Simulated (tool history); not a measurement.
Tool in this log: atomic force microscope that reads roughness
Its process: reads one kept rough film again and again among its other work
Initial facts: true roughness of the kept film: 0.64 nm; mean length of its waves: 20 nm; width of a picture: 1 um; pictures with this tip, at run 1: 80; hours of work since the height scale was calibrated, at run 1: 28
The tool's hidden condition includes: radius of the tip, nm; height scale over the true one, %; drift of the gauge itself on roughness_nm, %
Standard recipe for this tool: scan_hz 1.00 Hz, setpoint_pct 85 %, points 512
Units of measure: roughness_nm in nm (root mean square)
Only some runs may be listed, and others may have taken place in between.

| run | hour | scan_hz | setpoint_pct | points | pictures with this tip | hours of work since the height scale was calibrated | roughness_nm |
|---|---|---|---|---|---|---|---|
| 1 | 0.0 | 1.00 | 85 | 512 | 80 | 28 | 0.494 |
| 2 | 11.6 | 1.00 | 85 | 512 | 97 | 34 | 0.493 |
| 3 | 21.5 | 1.00 | 85 | 512 | 112 | 39 | 0.480 |
|  | 23.1 | new tip fitted |
| 4 | 31.4 | 1.00 | 85 | 512 | 12 | 44 | 0.526 |
| 5 | 45.0 | 1.00 | 85 | 512 | 32 | 51 | 0.516 |
| 6 | 51.7 | 1.00 | 85 | 512 | 42 | 55 | 0.507 |
| 7 | 61.3 | 1.00 | 64 | 512 | 56 | 60 | 0.534 |
| 8 | 68.0 | 1.00 | 85 | 669 | 66 | 63 | 0.501 |
| 9 | 77.8 | 1.00 | 85 | 669 | 81 | 68 | 0.491 |
| 10 | 87.6 | 1.00 | 85 | 669 | 95 | 73 | 0.476 |
| 11 | 98.6 | 1.00 | 78 | 669 | 111 | 79 | 0.494 |
|  | 100.3 | new tip fitted |
| 12 | 107.3 | 1.00 | 78 | 669 | 10 | 83 | 0.556 |
| 13 | 115.0 | 1.00 | 78 | 669 | 21 | 87 | 0.545 |
| 14 | 125.1 | 1.11 | 84 | 669 | 36 | 93 | 0.517 |
| 15 | 134.9 | 1.11 | 84 | 546 | 51 | 98 | 0.510 |
| 16 | 142.3 | 1.11 | 84 | 546 | 62 | 102 | 0.499 |
| 17 | 155.9 | 0.78 | 60 | 829 | 82 | 109 | 0.541 |
| 18 | 168.6 | 1.95 | 85 | 1001 | 100 | 115 | 0.443 |
| 19 | 174.9 | 2.27 | 85 | 580 | 109 | 118 | 0.425 |
|  | 178.1 | new tip fitted |
| 20 | 188.5 | 1.82 | 85 | 529 | 16 | 125 | 0.480 |
| 21 | 194.4 | 1.82 | 85 | 529 | 24 | 128 | 0.473 |
| 22 | 202.2 | 1.82 | 85 | 529 | 36 | 132 | 0.475 |
| 23 | 216.7 | 1.82 | 85 | 736 | 57 | 140 | 0.467 |
| 24 | 230.1 | 1.82 | 85 | 736 | 77 | 147 | 0.453 |

How the hidden state differs across the entries between the runs, from the last listed run before each to the first after it:
In the gap between runs 3 and 4: new tip fitted (hour 23.1)
  radius of the tip, nm: 27.2 -> 10.6
  measured minus no-state result, roughness_nm: -0.059 -> -0.012 nm (root mean square)
In the gap between runs 11 and 12: new tip fitted (hour 100.3)
  radius of the tip, nm: 29.3 -> 9
  measured minus no-state result, roughness_nm: -0.067 -> -0.007 nm (root mean square)
In the gap between runs 19 and 20: new tip fitted (hour 178.1)
  radius of the tip, nm: 27.7 -> 11.2; height scale over the true one, %: -0.12 -> -0.11
  measured minus no-state result, roughness_nm: -0.054 -> -0.013 nm (root mean square)

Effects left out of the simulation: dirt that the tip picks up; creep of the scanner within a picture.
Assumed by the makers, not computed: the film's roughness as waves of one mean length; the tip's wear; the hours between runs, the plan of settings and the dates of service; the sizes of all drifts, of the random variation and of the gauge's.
